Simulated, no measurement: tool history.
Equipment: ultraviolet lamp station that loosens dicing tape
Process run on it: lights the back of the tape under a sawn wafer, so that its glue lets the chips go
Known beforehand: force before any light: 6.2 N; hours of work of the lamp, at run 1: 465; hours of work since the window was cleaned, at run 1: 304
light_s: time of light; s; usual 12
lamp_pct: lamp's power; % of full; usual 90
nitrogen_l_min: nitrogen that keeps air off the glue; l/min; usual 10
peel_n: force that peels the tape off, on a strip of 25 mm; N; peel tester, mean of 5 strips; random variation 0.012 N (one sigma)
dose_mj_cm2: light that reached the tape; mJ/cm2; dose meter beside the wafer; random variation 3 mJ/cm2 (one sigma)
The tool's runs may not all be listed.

run   hour  light_s  lamp_pct  nitrogen_l_min  hours of work of the lamp  hours of work since the window was cleaned  peel_n  dose_mj_cm2
  1    0.0       12        90              10                        465                                         304   0.799          355
  2   14.2       12        90              10                        474                                         313   0.815          352
  3   26.4       12        90               6                        481                                         320   1.183          355
  4   45.4       12        90               6                        493                                         332   1.164          355
  5   60.8       12        90               6                        502                                         341   1.172          350
  6   87.6       12        90              10                        519                                         357   0.836          344
  7  114.9       12        85              10                        535                                         374   0.891          322
  8  143.7       12        85              10                        553                                         392   0.932          323
  9  164.7        7        90              10                        566                                         405   1.874          194
 10  177.4        7        90              10                        574                                         412   1.906          197
 11  197.9        7        90              10                        586                                         425   1.890          195
 12  224.3       23        90              10                        602                                         441   0.254          636
 13  239.3       23        90              10                        612                                         450   0.265          631
     262.4  -- window cleaned of glue's vapour
 14  265.0       12        90              10                        627                                           2   0.761          357
 15  282.6       12        90               4                        638                                          12   1.461          354
 16  298.5       12        90               4                        647                                          22   1.472          347
 17  326.6       12        90               4                        665                                          39   1.489          348
 18  350.0       12        90               4                        679                                          54   1.567          350
 19  375.4       12        90               4                        695                                          69   1.538          347
 20  390.5       12        90              10                        704                                          78   0.832          344
 21  404.5       12        90              10                        712                                          87   0.859          344
 22  432.4       21        90              10                        729                                         104   0.296          585
 23  448.4        9        90              10                        739                                         114   1.315          250
 24  468.7        9        94              10                        752                                         126   1.279          262
 25  492.6        9        94              10                        766                                         141   1.322          260
 26  514.0       17        92              10                        779                                         154   0.458          473
 27  538.8        7        79              10                        795                                         169   2.288          169
 28  554.0        7        82              15                        804                                         179   1.841          170
 29  576.0       12        66              12                        817                                         192   1.373          236
 30  588.3        8        72              12                        825                                         200   2.048          170
 31  613.8        8        70               8                        841                                         215   2.452          166
 32  637.2        7        75              13                        855                                         229   2.216          154
 33  651.4        7        75               5                        864                                         238   3.060          149
 34  676.4       17        85              20                        879                                         253   0.348          418
 35  699.4        6        71               7                        893                                         268   3.280          122
 36  713.3        6        71               7                        901                                         276   3.345          122
 37  737.2        6        64              11                        916                                         291   3.150          112
 38  757.1        8        62               5                        928                                         303   3.237          135
 39  785.6       24        97               5                        946                                         320   0.447          652
 40  800.3       24        65               5                        955                                         329   0.941          431
 41  822.9       24        65               5                        969                                         343   0.972          433
 42  836.8       24        65               5                        977                                         352   0.933          428
 43  855.9       24        65               5                        989                                         363   0.975          424

Pick out some run-to-run changes in peel_n. Of each, how much would a tool without hidden state show as well, from the settings, what came in and chance, and how much is left for the hidden state and any gauge scatter not in both results compared?
The hidden state here: lamp's light, % of a new lamp's; light that the window lets through, % of a clean one's; drift of the gauge itself on peel_n, %; drift of the gauge itself on dose_mj_cm2, %.
Run 33 -> 34: light_s 7 -> 17, lamp_pct 75 -> 85, nitrogen_l_min 5 -> 20. peel_n -2.712 N: hidden state -0.568, all else -2.144.
Run 34 -> 35: light_s 17 -> 6, lamp_pct 85 -> 71, nitrogen_l_min 20 -> 7. peel_n +2.932 N: hidden state +0.608, all else +2.324.
Run 38 -> 39: light_s 8 -> 24, lamp_pct 62 -> 97. peel_n -2.790 N: hidden state -0.562, all else -2.228.
